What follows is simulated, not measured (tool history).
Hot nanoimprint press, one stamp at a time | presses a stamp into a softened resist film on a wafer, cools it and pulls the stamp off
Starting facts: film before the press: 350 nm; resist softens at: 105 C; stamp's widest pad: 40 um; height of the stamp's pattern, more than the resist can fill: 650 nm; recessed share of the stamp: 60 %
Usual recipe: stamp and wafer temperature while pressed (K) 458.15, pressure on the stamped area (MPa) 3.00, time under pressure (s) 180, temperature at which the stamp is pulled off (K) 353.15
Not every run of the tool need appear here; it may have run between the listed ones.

run	hour	stamp and wafer temperature while pressed (K)	pressure on the stamped area (MPa)	time under pressure (s)	temperature at which the stamp is pulled off (K)	resist left under the stamp's widest pad (nm)	greatest force while the stamp is pulled off (N)
1	0.0	458.15	3.00	180	353.15	188.5	186
# hour 33.3: plate thermocouple calibrated
2	33.6	458.15	3.00	180	353.15	195.8	192
3	80.5	458.15	3.00	180	353.15	195.8	202
4	114.1	458.15	3.00	180	353.15	196.7	203
5	141.4	458.15	4.15	180	353.15	172.1	212
6	171.3	458.15	3.95	180	353.15	177.2	202
7	192.6	458.15	3.00	180	353.15	200.0	213
8	226.7	458.15	3.00	180	353.15	199.4	220
9	263.3	458.15	3.00	180	345.15	200.1	263
# hour 283.0: plate thermocouple calibrated, once more
10	307.6	458.15	3.00	180	345.15	177.4	245
11	336.4	458.15	3.00	180	345.15	180.3	254
12	385.2	458.15	3.00	180	353.15	177.3	225
13	407.9	458.15	3.00	264	353.15	155.3	234
14	443.0	458.15	3.00	264	353.15	155.3	235
# hour 452.4: stamp cleaned and given a new release coat
15	477.4	458.15	3.00	264	353.15	155.7	162
16	512.0	458.15	4.29	180	346.15	156.6	189
17	539.2	458.15	4.29	180	346.15	157.0	188
18	584.4	460.15	2.03	214	355.15	183.2	166
19	614.0	460.15	4.22	203	338.15	138.0	223
20	649.9	460.15	4.22	203	338.15	136.8	232
21	674.6	460.15	4.22	203	338.15	138.1	243
22	707.6	460.15	4.22	203	338.15	140.0	240
23	751.8	460.15	4.22	203	338.15	140.1	251
24	782.2	458.15	2.89	180	338.15	186.1	260
25	804.5	457.15	2.73	318	359.15	164.0	183
26	835.5	457.15	3.20	318	359.15	153.7	179
27	872.6	457.15	3.43	318	356.15	149.4	203
28	906.8	457.15	3.43	318	356.15	149.0	202
29	948.1	457.15	3.43	318	356.15	150.5	206

What if the next run were any one of these 5? Each begins from the tool's condition after run 29:
# hour 993.1: plate thermocouple calibrated
A	999.5	457.15	3.43	190	356.15	?	?
# hour 993.1: plate thermocouple calibrated
B	999.5	458.15	3.51	180	353.15	?	?
# hour 993.1: plate thermocouple calibrated
C	999.5	462.15	3.43	318	356.15	?	?
# hour 993.1: plate thermocouple calibrated
D	999.5	460.15	2.44	318	356.15	?	?
# hour 993.1: plate thermocouple calibrated
E	999.5	458.15	3.00	212	353.15	?	?

run	resist left under the stamp's widest pad (nm)	greatest force while the stamp is pulled off (N)
A	175.8	208
B	169.9	229
C	112.3	213
D	143.3	214
E	169.2	224
Stripped of hidden state, with their random variation kept, the same runs would have yielded:
run	resist left under the stamp's widest pad (nm)	greatest force while the stamp is pulled off (N)
A	171.6	150
B	165.7	167
C	109.2	155
D	140.7	156
E	165.7	163

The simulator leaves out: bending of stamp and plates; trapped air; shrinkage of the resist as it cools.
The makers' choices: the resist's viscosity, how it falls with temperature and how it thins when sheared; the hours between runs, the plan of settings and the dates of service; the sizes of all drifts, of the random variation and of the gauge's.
